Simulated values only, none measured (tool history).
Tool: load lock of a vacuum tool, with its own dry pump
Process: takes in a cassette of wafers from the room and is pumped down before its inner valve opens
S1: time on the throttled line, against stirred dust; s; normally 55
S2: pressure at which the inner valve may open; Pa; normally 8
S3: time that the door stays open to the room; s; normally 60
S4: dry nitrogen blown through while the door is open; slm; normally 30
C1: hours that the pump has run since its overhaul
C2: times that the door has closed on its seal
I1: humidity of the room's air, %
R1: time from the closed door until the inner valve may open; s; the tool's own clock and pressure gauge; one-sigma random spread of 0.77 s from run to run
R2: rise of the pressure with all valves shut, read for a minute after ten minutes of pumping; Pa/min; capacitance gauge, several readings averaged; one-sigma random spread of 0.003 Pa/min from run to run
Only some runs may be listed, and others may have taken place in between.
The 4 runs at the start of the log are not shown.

| run | hour | S1 | S2 | S3 | S4 | C1 | C2 | I1 | R1 | R2 |
|---|---|---|---|---|---|---|---|---|---|---|
| 5 | 1443.4 | 55 | 12 | 60 | 30 | 9889 | 16533 | 43.9 | 136.5 | 0.161 |
| 6 | 1986.3 | 55 | 12 | 60 | 30 | 10432 | 17265 | 46.5 | 137.0 | 0.175 |
|  | 2215.9 | dry pump taken out, an overhauled one fitted |
| 7 | 2436.3 | 55 | 12 | 60 | 30 | 220 | 17863 | 45.7 | 114.2 | 0.189 |
| 8 | 2938.8 | 55 | 8 | 201 | 30 | 723 | 18541 | 46.1 | 119.6 | 0.207 |
| 9 | 3430.2 | 55 | 8 | 201 | 30 | 1214 | 19203 | 45.3 | 120.3 | 0.218 |
| 10 | 3829.3 | 55 | 8 | 201 | 30 | 1613 | 19741 | 45.8 | 121.4 | 0.228 |
| 11 | 4093.7 | 55 | 8 | 201 | 30 | 1878 | 20098 | 43.9 | 123.2 | 0.229 |
| 12 | 4358.9 | 55 | 8 | 201 | 30 | 2143 | 20455 | 44.4 | 123.8 | 0.244 |
| 13 | 4704.1 | 55 | 8 | 201 | 30 | 2488 | 20921 | 44.6 | 122.7 | 0.247 |
| 14 | 5010.3 | 55 | 8 | 201 | 30 | 2794 | 21334 | 49.3 | 123.6 | 0.256 |
| 15 | 5313.2 | 55 | 8 | 201 | 30 | 3097 | 21742 | 43.6 | 125.4 | 0.250 |
| 16 | 5628.7 | 55 | 8 | 60 | 7 | 3413 | 22167 | 41.9 | 124.1 | 0.265 |
| 17 | 5935.5 | 55 | 8 | 60 | 7 | 3720 | 22581 | 42.9 | 125.7 | 0.280 |
| 18 | 6370.7 | 55 | 8 | 60 | 30 | 4155 | 23168 | 47.3 | 127.4 | 0.274 |
| 19 | 6851.3 | 36 | 8 | 60 | 8 | 4635 | 23816 | 42.5 | 111.6 | 0.298 |

Run 20 is up next; what results do you expect?
| 20 | 7303.7 | 55 | 8 | 60 | 7 | 5088 | 24425 | 46.9 | ? | ? |

{"run 20": {"R1": 128.1, "R2": 0.315}}
On a tool with no hidden condition, and with the same random variation, this run would have come out at R1 116.8 s, R2 0.044 Pa/min.
